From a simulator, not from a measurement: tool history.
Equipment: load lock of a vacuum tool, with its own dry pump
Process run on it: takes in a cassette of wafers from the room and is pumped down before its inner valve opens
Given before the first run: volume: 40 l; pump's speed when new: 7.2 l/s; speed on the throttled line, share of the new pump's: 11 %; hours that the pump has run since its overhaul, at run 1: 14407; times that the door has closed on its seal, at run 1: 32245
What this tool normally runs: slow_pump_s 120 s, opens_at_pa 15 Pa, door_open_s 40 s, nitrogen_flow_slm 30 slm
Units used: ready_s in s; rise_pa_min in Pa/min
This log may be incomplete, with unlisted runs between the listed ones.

run    hour  slow_pump_s  opens_at_pa  door_open_s  nitrogen_flow_slm  hours that the pump has run since its overhaul  times that the door has closed on its seal  incoming humidity of the room's air, %  ready_s  rise_pa_min
  1       0          120           15           40                 30                                           14407                                       32245                                    47.7    156.1        0.027
  2     415          120           15           40                 30                                           14822                                       32847                                    47.1    156.7        0.022
  3   704.2          120           15           40                 30                                           15111                                       33266                                    46.9    156.3        0.025
  4  1225.7          120           14           40                 30                                           15633                                       34022                                    45.8      156        0.027
  5  1655.2          120           15           40                 30                                           16062                                       34644                                    46.5    155.9        0.022
  6  1972.5          120           26           40                 30                                           16380                                       35104                                    46.5    152.4         0.03
  7  2475.3          120           26           40                 30                                           16882                                       35833                                    42.9    152.9        0.024
  8  2753.2          120           15           40                 31                                           17160                                       36236                                      44    156.1         0.02
  9  2976.8          120           15           40                 31                                           17384                                       36560                                    48.4    155.3        0.026
     3228.3  -- door's seal changed, seat wiped
 10  3479.4          226           15          132                 30                                           17885                                         364                                      41    249.3        0.038
 11  3965.2          226           15          132                 30                                           18371                                        1069                                    43.5    250.7        0.038
 12  4295.7           64           21           37                 30                                           18701                                        1548                                      44    104.6        0.026
 13  4745.8          178           15           33                 30                                           19151                                        2200                                    47.8      207        0.023
 14  5113.1          178           15          172                 16                                           19519                                        2732                                    44.2    208.3         0.07
 15  5607.7          120           15          191                 24                                           20013                                        3449                                    43.8    155.1         0.06

Pick out some run-to-run changes in rise_pa_min. Of each, how much would a tool without hidden state show as well, from the settings, what came in and chance, and how much is left for the hidden state and any gauge scatter not in both results compared?
Hidden state present: pump's speed, % of a new pump's; leak at the door's seal, Pa l/s; drift of the gauge itself on ready_s, %; drift of the gauge itself on rise_pa_min, %.
Run 9 -> 10: slow_pump_s 120 -> 226, door_open_s 40 -> 132, nitrogen_flow_slm 31 -> 30, door's seal changed, seat wiped. rise_pa_min +0.012 Pa/min: hidden state -0.002, all else +0.014.
Run 13 -> 14: door_open_s 33 -> 172, nitrogen_flow_slm 30 -> 16. rise_pa_min +0.047 Pa/min: hidden state +0, all else +0.047.
